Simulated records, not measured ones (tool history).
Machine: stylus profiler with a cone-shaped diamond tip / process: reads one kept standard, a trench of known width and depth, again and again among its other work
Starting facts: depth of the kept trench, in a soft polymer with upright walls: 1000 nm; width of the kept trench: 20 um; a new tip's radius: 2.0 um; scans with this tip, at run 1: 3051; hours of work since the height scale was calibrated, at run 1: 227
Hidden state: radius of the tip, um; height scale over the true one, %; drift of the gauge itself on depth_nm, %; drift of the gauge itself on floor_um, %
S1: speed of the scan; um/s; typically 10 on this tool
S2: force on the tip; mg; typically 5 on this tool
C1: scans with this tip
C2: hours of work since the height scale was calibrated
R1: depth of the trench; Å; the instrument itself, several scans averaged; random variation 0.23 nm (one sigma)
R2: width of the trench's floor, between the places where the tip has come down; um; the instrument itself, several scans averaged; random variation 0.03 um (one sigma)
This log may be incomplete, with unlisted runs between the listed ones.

run    hour  S1     S2     C1   C2       R1     R2
  1       0  10      5   3051  227  10158.6  16.06
  2    59.8  10      5   3372  251    10154  16.06
  3   119.2  10      5   3692  275  10158.3  15.93
  4   163.3  10   2.84   3929  293  10113.7  15.89
  5   205.2  10   2.84   4154  310  10114.9  15.87
  6   239.8  10   2.84   4340  324  10112.8  15.91
  7   280.8  19   2.84   4561  340    10119  15.79
  8   351.4  19   2.84   4940  368  10115.6  15.75
  9   408.3  10      5   5247  391  10160.3  15.71
 10   468.3  10   2.45   5569  415  10102.8  15.69
 11     521  14      5   5853  436  10163.9  15.64
 12   591.3  14      5   6231  464  10165.4  15.53
 13   638.9  14      5   6487  484  10164.2  15.57
 14   686.3  14      5   6742  503  10166.9  15.51
 15   749.5  10     10   7082  528  10253.4   15.5
 16   814.3  10      5   7430  554  10163.7  15.47
 17   847.8  10      5   7611  567  10170.1  15.45
 18   882.7   3      5   7799  581    10162  15.46
 19   954.4   7      5   8184  610  10168.2  15.29
 20   999.1  10      5   8424  628  10166.6  15.33
 21  1036.7  10  11.06   8627  643  10276.1  15.28
 22  1112.1  10  11.06   9032  673  10276.2  15.23
 23  1192.9  10  14.11   9467  706  10320.5  15.17
 24    1267  10  14.11   9865  735  10321.1  15.07
     1272.7  -- height scale calibrated on a step standard
 25  1304.3  12    5.1  10064   13  10179.8  15.14
 26  1355.8  12    5.1  10340   33    10176  15.06
 27    1431   2  12.02  10745   63  10297.2  15.11
 28  1511.4  10      5  11177   96  10181.7  14.98
       1526  -- height scale calibrated on a step standard, once more
 29  1572.6   2   5.47  11504   19  10159.8     15
 30  1623.7   2   5.47  11778   39  10160.6  14.89
 31  1682.4   4   4.04  12094   63  10135.2  14.88
 32  1752.5   4   4.04  12471   91  10133.4  14.83
 33  1808.1  11  10.09  12770  113  10240.8  14.81
 34  1875.2   3   9.93  13131  140  10247.3  14.76
 35  1931.2  21   3.29  13433  162  10113.4  14.64
 36  2001.1  21   10.2  13809  191  10251.1  14.67
 37  2068.7   3   4.79  14172  218  10154.9  14.69
 38  2110.1   4   3.06  14395  234  10115.7  14.62
 39  2177.4  27  13.67  14757  261  10298.9  14.52
 40    2229   4   7.21  15034  282  10200.5  14.59
 41  2295.8   4   7.21  15393  309  10200.2  14.49
 42  2358.4  14   5.27  15730  334  10167.2  14.48
 43  2423.5   2   5.36  16080  360  10165.8  14.43
 44  2499.2   2   5.36  16487  390    10170  14.41
 45  2547.8  13   2.11  16749  410  10095.1  14.33

The logged runs with the hidden state left out (each run's random variation unchanged):
run       R1     R2
  1  10150.9  16.49
  2  10145.6  16.55
  3  10149.3  16.46
  4  10104.2  16.46
  5  10104.9  16.47
  6  10102.4  16.54
  7  10108.1  16.45
  8  10103.9  16.47
  9  10147.9  16.47
 10  10089.8   16.5
 11  10150.3  16.49
 12    10151  16.42
 13  10149.2   16.5
 14  10151.4  16.48
 15    10237  16.51
 16  10146.7  16.53
 17  10152.8  16.53
 18  10144.2  16.57
 19  10149.6  16.45
 20  10147.5  16.51
 21  10256.2  16.49
 22  10255.5  16.49
 23  10298.8  16.48
 24  10298.5  16.43
 25  10151.5  16.52
 26  10147.1  16.48
 27  10267.1  16.58
 28  10151.1   16.5
 29  10156.5  16.56
 30  10156.7  16.49
 31  10130.7  16.51
 32    10128  16.51
 33  10234.7  16.51
 34  10240.5   16.5
 35  10105.9  16.42
 36  10242.7  16.49
 37  10145.8  16.56
 38  10106.2  16.51
 39  10288.5  16.45
 40  10189.6  16.55
 41  10188.5  16.48
 42  10154.8  16.51
 43  10152.7  16.49
 44  10156.1  16.52
 45  10080.8  16.46
